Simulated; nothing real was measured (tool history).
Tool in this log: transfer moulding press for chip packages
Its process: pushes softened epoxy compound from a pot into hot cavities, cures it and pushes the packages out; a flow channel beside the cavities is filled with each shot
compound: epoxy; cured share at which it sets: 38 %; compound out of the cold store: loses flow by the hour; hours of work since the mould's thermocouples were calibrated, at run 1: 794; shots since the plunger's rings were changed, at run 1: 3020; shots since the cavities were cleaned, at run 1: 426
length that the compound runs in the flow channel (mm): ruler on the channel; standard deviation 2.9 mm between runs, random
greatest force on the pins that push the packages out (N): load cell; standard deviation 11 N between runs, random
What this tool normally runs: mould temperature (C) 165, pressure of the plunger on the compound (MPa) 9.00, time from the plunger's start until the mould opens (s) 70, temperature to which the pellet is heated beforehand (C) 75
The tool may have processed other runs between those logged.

run   hour  mould temperature (C)  pressure of the plunger on the compound (MPa)  time from the plunger's start until the mould opens (s)  temperature to which the pellet is heated beforehand (C)  hours of work since the mould's thermocouples were calibrated  shots since the plunger's rings were changed  shots since the cavities were cleaned  incoming compound's hours out of the cold store  length that the compound runs in the flow channel (mm)  greatest force on the pins that push the packages out (N)
  1    0.0                    165                                           9.00                                                       70                                                        75                                                            794                                          3020                                    426                                             39.6                                                     476                                                        523
       5.3  -- cavities cleaned with cleaning compound and waxed
  2   17.4                    165                                           9.00                                                       70                                                        75                                                            806                                          3311                                    220                                              9.9                                                     529                                                        552
      33.3  -- cavities cleaned with cleaning compound and waxed
  3   42.9                    165                                           9.00                                                       70                                                        75                                                            824                                          3750                                    174                                             36.0                                                     485                                                        516
      62.4  -- cavities cleaned with cleaning compound and waxed
  4   62.7                    165                                           9.00                                                       70                                                        75                                                            838                                          4086                                      6                                             18.5                                                     510                                                        551
  5   86.9                    165                                           9.00                                                       70                                                        75                                                            857                                          4528                                    448                                             45.3                                                     459                                                        520
      90.4  -- cavities cleaned with cleaning compound and waxed
  6  105.1                    170                                           9.00                                                       70                                                        75                                                            869                                          4835                                    269                                             43.9                                                     460                                                        437
     118.0  -- cavities cleaned with cleaning compound and waxed
  7  126.6                    170                                           9.00                                                       70                                                        75                                                            885                                          5201                                    158                                             33.9                                                     472                                                        457
     139.4  -- mould's thermocouples calibrated
     148.1  -- cavities cleaned with cleaning compound and waxed
  8  151.9                    170                                           9.00                                                       70                                                        75                                                              8                                          5600                                     69                                             43.8                                                     450                                                        452
     175.6  -- cavities cleaned with cleaning compound and waxed
  9  175.6                    165                                           8.77                                                       70                                                        75                                                             25                                          6006                                      0                                             24.2                                                     494                                                        544
     189.9  -- plunger's sealing rings changed
 10  193.2                    165                                           8.77                                                       70                                                        75                                                             37                                            61                                    276                                             30.6                                                     482                                                        514
     207.0  -- cavities cleaned with cleaning compound and waxed
 11  212.1                    165                                           9.00                                                       70                                                        75                                                             50                                           380                                     93                                             35.3                                                     480                                                        531
 12  226.0                    165                                           9.00                                                       70                                                        77                                                             61                                           634                                    347                                             19.3                                                     512                                                        547
     234.5  -- cavities cleaned with cleaning compound and waxed
 13  245.5                    165                                           9.00                                                       70                                                        77                                                             75                                           964                                    202                                             12.1                                                     523                                                        548
     261.9  -- cavities cleaned with cleaning compound and waxed
 14  264.0                    165                                           9.00                                                       70                                                        76                                                             88                                          1275                                     38                                             47.4                                                     463                                                        512
 15  278.6                    159                                           9.00                                                       78                                                        67                                                             99                                          1542                                    305                                             33.8                                                     505                                                        671
     290.1  -- cavities cleaned with cleaning compound and waxed
 16  301.8                    159                                           9.92                                                       74                                                        66                                                            115                                          1939                                    214                                             17.7                                                     558                                                        776
     317.8  -- cavities cleaned with cleaning compound and waxed
 17  328.4                    165                                           7.76                                                       53                                                        85                                                            135                                          2399                                    194                                             43.8                                                     434                                                        926
     346.2  -- cavities cleaned with cleaning compound and waxed
 18  353.6                    165                                          10.00                                                       57                                                        80                                                            153                                          2834                                    137                                             47.9                                                     488                                                        756
     374.3  -- cavities cleaned with cleaning compound and waxed
 19  378.1                    172                                          10.98                                                       74                                                        72                                                            170                                          3253                                     69                                             16.7                                                     549                                                        427
     402.0  -- cavities cleaned with cleaning compound and waxed
 20  404.7                    158                                           8.10                                                       78                                                        72                                                            189                                          3713                                     48                                             37.3                                                     470                                                        686
     429.8  -- cavities cleaned with cleaning compound and waxed
 21  430.9                    158                                           8.10                                                       78                                                        72                                                            208                                          4165                                     19                                             39.8                                                     467                                                        682
     457.3  -- cavities cleaned with cleaning compound and waxed
 22  457.3                    170                                           8.28                                                      107                                                        83                                                            227                                          4621                                      0                                             26.6                                                     462                                                        417
 23  470.2                    170                                           9.00                                                       58                                                        66                                                            237                                          4857                                    236                                             43.1                                                     458                                                        556
     485.7  -- cavities cleaned with cleaning compound and waxed
 24  495.8                    171                                           9.00                                                       58                                                        74                                                            256                                          5298                                    185                                             33.6                                                     467                                                        521
     513.6  -- cavities cleaned with cleaning compound and waxed
 25  514.0                    171                                           9.00                                                       58                                                        74                                                            268                                          5604                                      7                                             40.6                                                     458                                                        510
 26  528.7                    171                                           8.91                                                       58                                                        74                                                            280                                          5873                                    276                                             38.4                                                     460                                                        526
     542.8  -- cavities cleaned with cleaning compound and waxed
 27  542.8                    171                                           8.91                                                       58                                                        74                                                            289                                          6103                                      0                                             15.0                                                     494                                                        534
     550.9  -- plunger's sealing rings changed
 28  570.7                    165                                           6.94                                                       70                                                        75                                                            309                                           363                                    467                                              9.2                                                     461                                                        559

Consider 3 possible next runs. They are alternatives, not a sequence: every one starts from the tool as it was left by run 28. What does each give?
     573.6  -- cavities cleaned with cleaning compound and waxed
  A  590.2                    165                                           9.05                                                      103                                                        78                                                            322                                           692                                    304                                             14.0                                                       ?                                                          ?
     573.6  -- cavities cleaned with cleaning compound and waxed
  B  590.2                    165                                          10.43                                                       75                                                        78                                                            322                                           692                                    304                                             35.9                                                       ?                                                          ?
     573.6  -- cavities cleaned with cleaning compound and waxed
  C  590.2                    171                                           6.94                                                       70                                                        80                                                            322                                           692                                    304                                              9.6                                                       ?                                                          ?

run  length that the compound runs in the flow channel (mm)  greatest force on the pins that push the packages out (N)
  A                                                     517                                                        432
  B                                                     520                                                        485
  C                                                     448                                                        440
Stripped of hidden state, with their random variation kept, the same runs would have yielded:
run  length that the compound runs in the flow channel (mm)  greatest force on the pins that push the packages out (N)
  A                                                     517                                                        428
  B                                                     520                                                        481
  C                                                     448                                                        437
